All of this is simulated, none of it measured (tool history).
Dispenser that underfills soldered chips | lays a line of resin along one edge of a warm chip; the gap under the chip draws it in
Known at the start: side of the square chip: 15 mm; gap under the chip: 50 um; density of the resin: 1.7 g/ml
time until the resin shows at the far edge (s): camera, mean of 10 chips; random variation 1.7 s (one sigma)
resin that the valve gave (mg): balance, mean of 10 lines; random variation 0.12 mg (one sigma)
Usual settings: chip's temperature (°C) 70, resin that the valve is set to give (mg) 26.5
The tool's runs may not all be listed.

| run | hour | chip's temperature (°C) | resin that the valve is set to give (mg) | time until the resin shows at the far edge (s) | resin that the valve gave (mg) |
|---|---|---|---|---|---|
| 1 | 0.0 | 70 | 26.5 | 214.6 | 25.76 |
|  | 3.5 | new syringe of resin |
| 2 | 4.9 | 70 | 26.5 | 190.6 | 25.71 |
| 3 | 8.2 | 70 | 26.5 | 215.7 | 25.60 |
|  | 11.5 | new syringe of resin |
| 4 | 11.9 | 70 | 23.3 | 191.6 | 22.40 |
| 5 | 18.6 | 70 | 23.3 | 247.0 | 22.39 |
|  | 19.4 | new syringe of resin |
| 6 | 24.8 | 70 | 23.3 | 236.6 | 22.43 |
|  | 27.1 | new syringe of resin |
| 7 | 31.2 | 70 | 23.3 | 220.7 | 22.40 |
|  | 35.1 | new syringe of resin |
| 8 | 36.1 | 70 | 23.3 | 201.8 | 22.23 |
| 9 | 40.5 | 70 | 23.3 | 234.3 | 22.07 |
|  | 42.8 | new syringe of resin |
| 10 | 47.5 | 70 | 26.5 | 216.5 | 25.12 |
|  | 50.3 | new syringe of resin |
| 11 | 50.7 | 70 | 26.5 | 184.1 | 25.09 |
| 12 | 54.5 | 70 | 26.5 | 215.1 | 24.87 |
|  | 58.1 | new syringe of resin |
| 13 | 61.1 | 70 | 26.5 | 206.5 | 24.90 |
| 14 | 64.0 | 78 | 26.5 | 171.8 | 24.98 |
|  | 66.0 | new syringe of resin |
| 15 | 69.5 | 61 | 26.5 | 309.8 | 24.72 |
|  | 73.9 | new syringe of resin |
| 16 | 74.0 | 61 | 26.5 | 266.2 | 24.64 |
| 17 | 77.5 | 61 | 26.5 | 297.4 | 24.61 |
| 18 | 80.3 | 72 | 25.1 | 223.0 | 23.06 |
|  | 81.7 | new syringe of resin |
|  | 83.7 | dispensing valve cleaned and set on the balance |
| 19 | 87.9 | 72 | 25.1 | 213.0 | 25.03 |
|  | 90.8 | new syringe of resin |
| 20 | 91.2 | 57 | 23.4 | 327.6 | 23.25 |
| 21 | 94.5 | 80 | 27.9 | 142.1 | 27.55 |
|  | 98.3 | new syringe of resin |
| 22 | 99.3 | 80 | 27.9 | 131.5 | 27.49 |
| 23 | 104.1 | 80 | 27.9 | 153.8 | 27.39 |
|  | 106.2 | new syringe of resin |
| 24 | 108.9 | 80 | 27.9 | 138.5 | 27.68 |
|  | 114.0 | new syringe of resin |
| 25 | 115.6 | 66 | 26.3 | 227.8 | 25.81 |
| 26 | 120.0 | 64 | 24.7 | 300.3 | 24.25 |
|  | 121.9 | new syringe of resin |
| 27 | 127.0 | 66 | 31.0 | 254.4 | 30.19 |
|  | 129.5 | new syringe of resin |
| 28 | 130.8 | 66 | 31.0 | 217.4 | 30.03 |
| 29 | 136.4 | 71 | 30.7 | 223.7 | 29.36 |
|  | 137.1 | new syringe of resin |
| 30 | 142.7 | 71 | 30.7 | 221.7 | 29.74 |
|  | 145.0 | new syringe of resin |
| 31 | 147.6 | 71 | 30.7 | 193.4 | 29.57 |
| 32 | 151.4 | 70 | 31.7 | 230.7 | 30.22 |
|  | 153.0 | new syringe of resin |
| 33 | 155.4 | 61 | 29.3 | 279.6 | 28.02 |
| 34 | 160.2 | 74 | 31.4 | 199.3 | 30.04 |

5 ways to go on from here, each from the tool as it stands after run 34. What would each give?
|  | 160.8 | new syringe of resin |
| A | 165.3 | 57 | 29.5 | ? | ? |
|  | 160.8 | new syringe of resin |
| B | 165.3 | 63 | 28.2 | ? | ? |
|  | 160.8 | new syringe of resin |
| C | 165.3 | 70 | 28.5 | ? | ? |
|  | 160.8 | new syringe of resin |
| D | 165.3 | 70 | 25.8 | ? | ? |
|  | 160.8 | new syringe of resin |
| E | 165.3 | 70 | 28.4 | ? | ? |

| run | time until the resin shows at the far edge (s) | resin that the valve gave (mg) |
|---|---|---|
| A | 363.2 | 28.05 |
| B | 286.0 | 26.55 |
| C | 220.1 | 27.00 |
| D | 227.7 | 24.42 |
| E | 217.5 | 26.97 |
Without the tool's hidden state the same runs would have given:
| run | time until the resin shows at the far edge (s) | resin that the valve gave (mg) |
|---|---|---|
| A | 277.4 | 29.54 |
| B | 218.6 | 27.96 |
| C | 168.8 | 28.44 |
| D | 173.9 | 25.72 |
| E | 166.7 | 28.40 |
